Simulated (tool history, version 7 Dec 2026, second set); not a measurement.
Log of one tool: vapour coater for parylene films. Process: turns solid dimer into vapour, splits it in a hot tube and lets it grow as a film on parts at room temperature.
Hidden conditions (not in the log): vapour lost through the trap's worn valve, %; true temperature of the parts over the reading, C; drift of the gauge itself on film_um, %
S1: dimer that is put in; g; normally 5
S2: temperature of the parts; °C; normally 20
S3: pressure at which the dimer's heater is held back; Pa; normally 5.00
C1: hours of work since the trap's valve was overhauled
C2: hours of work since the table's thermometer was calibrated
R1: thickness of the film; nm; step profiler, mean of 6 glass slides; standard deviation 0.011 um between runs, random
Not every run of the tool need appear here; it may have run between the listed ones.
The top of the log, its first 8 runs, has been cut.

{"run": 9, "day": 6.525, "S1": 5, "S2": 20, "S3": 5.0, "C1": 21, "C2": 888, "R1": 1100}
{"run": 10, "day": 7.354, "S1": 5, "S2": 20, "S3": 5.0, "C1": 37, "C2": 904, "R1": 1090}
{"run": 11, "day": 8.275, "S1": 5, "S2": 20, "S3": 5.0, "C1": 54, "C2": 921, "R1": 1100}
{"run": 12, "day": 9.088, "S1": 5, "S2": 20, "S3": 5.0, "C1": 70, "C2": 937, "R1": 1080}
{"run": 13, "day": 9.917, "S1": 5, "S2": 20, "S3": 5.0, "C1": 86, "C2": 953, "R1": 1080}
{"run": 14, "day": 10.867, "S1": 5, "S2": 13, "S3": 5.0, "C1": 104, "C2": 971, "R1": 1400}
{"run": 15, "day": 11.367, "S1": 5, "S2": 13, "S3": 5.0, "C1": 113, "C2": 980, "R1": 1410}
{"run": 16, "day": 12.233, "S1": 5, "S2": 20, "S3": 5.0, "C1": 130, "C2": 997, "R1": 1040}
{"run": 17, "day": 13.038, "S1": 3, "S2": 20, "S3": 5.0, "C1": 145, "C2": 1012, "R1": 630}
{"run": 18, "day": 13.596, "S1": 3, "S2": 20, "S3": 5.0, "C1": 156, "C2": 1023, "R1": 630}
{"run": 19, "day": 14.596, "S1": 3, "S2": 20, "S3": 7.83, "C1": 175, "C2": 1042, "R1": 570}

For run 20, what comes out?
{"run": 20, "day": 15.346, "S1": 3, "S2": 20, "S3": 7.83, "C1": 189, "C2": 1056, "R1": "?"}

R1: 570 nm
Take away the tool's hidden state, keep the run-to-run variation as it was, and the same run would have given R1 610 nm.
